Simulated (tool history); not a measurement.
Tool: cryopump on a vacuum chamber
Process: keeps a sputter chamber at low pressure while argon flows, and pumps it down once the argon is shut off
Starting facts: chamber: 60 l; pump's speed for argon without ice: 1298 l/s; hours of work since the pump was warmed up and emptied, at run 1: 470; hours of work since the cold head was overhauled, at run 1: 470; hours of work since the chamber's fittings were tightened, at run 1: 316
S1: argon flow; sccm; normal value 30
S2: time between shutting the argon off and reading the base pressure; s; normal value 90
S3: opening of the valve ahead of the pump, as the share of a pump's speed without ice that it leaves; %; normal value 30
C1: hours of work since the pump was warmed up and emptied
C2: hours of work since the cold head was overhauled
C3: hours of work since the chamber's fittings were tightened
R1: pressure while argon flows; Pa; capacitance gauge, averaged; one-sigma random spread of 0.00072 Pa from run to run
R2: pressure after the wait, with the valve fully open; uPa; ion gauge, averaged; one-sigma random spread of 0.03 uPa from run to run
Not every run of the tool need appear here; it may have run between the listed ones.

Run 1, hour 0: usual settings; C1 470; C2 470; C3 316. Result: R1 0.1314 Pa, R2 1.88 uPa.
Run 2, hour 29.4: usual settings but S1 36 sccm; C1 488; C2 488; C3 334. Result: R1 0.1588 Pa, R2 1.89 uPa.
Run 3, hour 55.4: usual settings but S1 36 sccm; C1 504; C2 504; C3 350. Result: R1 0.1583 Pa, R2 1.85 uPa.
Run 4, hour 74.5: usual settings but S1 36 sccm; C1 516; C2 516; C3 362. Result: R1 0.1599 Pa, R2 1.92 uPa.
Run 5, hour 96.2: usual settings but S1 36 sccm; C1 529; C2 529; C3 375. Result: R1 0.1614 Pa, R2 1.94 uPa.
Run 6, hour 127.1: usual settings but S3 55 %; C1 548; C2 548; C3 394. Result: R1 0.0743 Pa, R2 1.9 uPa.
Run 7, hour 149.5: usual settings; C1 562; C2 562; C3 407. Result: R1 0.1347 Pa, R2 1.88 uPa.
Run 8, hour 177.2: usual settings; C1 578; C2 578; C3 424. Result: R1 0.1344 Pa, R2 1.93 uPa.
Run 9, hour 199.6: usual settings; C1 592; C2 592; C3 438. Result: R1 0.1333 Pa, R2 1.97 uPa.
Run 10, hour 219: usual settings; C1 604; C2 604; C3 450. Result: R1 0.133 Pa, R2 2.04 uPa.
Run 11, hour 244.6: usual settings; C1 620; C2 620; C3 465. Result: R1 0.1326 Pa, R2 2.04 uPa.
Run 12, hour 271.9: usual settings; C1 636; C2 636; C3 482. Result: R1 0.1354 Pa, R2 2.01 uPa.
Run 13, hour 299.4: usual settings; C1 653; C2 653; C3 499. Result: R1 0.1334 Pa, R2 2.03 uPa.
Run 14, hour 330.3: usual settings; C1 672; C2 672; C3 518. Result: R1 0.1352 Pa, R2 2.12 uPa.
Run 15, hour 343: usual settings; C1 680; C2 680; C3 526. Result: R1 0.1353 Pa, R2 2.04 uPa.
Run 16, hour 365.2: usual settings; C1 693; C2 693; C3 539. Result: R1 0.1354 Pa, R2 2.04 uPa.
Run 17, hour 387.5: usual settings; C1 707; C2 707; C3 553. Result: R1 0.1342 Pa, R2 2.12 uPa.
Run 18, hour 405.8: usual settings but S1 37 sccm, S3 16 %; C1 718; C2 718; C3 564. Result: R1 0.3095 Pa, R2 2.09 uPa.
Run 19, hour 428.4: usual settings but S1 37 sccm, S3 16 %; C1 732; C2 732; C3 578. Result: R1 0.3062 Pa, R2 2.09 uPa.

Run 20 comes next. What will it give?
Run 20, hour 458.9: usual settings but S1 22 sccm, S2 154 s, S3 20 %; C1 750; C2 750; C3 596. Result: R1 ?, R2 ?.

Run 20 yielded R1 0.1464 Pa, R2 1.55 uPa.
With the hidden condition absent and the run-to-run variation left alone, this run would have shown R1 0.143 Pa, R2 0.94 uPa.

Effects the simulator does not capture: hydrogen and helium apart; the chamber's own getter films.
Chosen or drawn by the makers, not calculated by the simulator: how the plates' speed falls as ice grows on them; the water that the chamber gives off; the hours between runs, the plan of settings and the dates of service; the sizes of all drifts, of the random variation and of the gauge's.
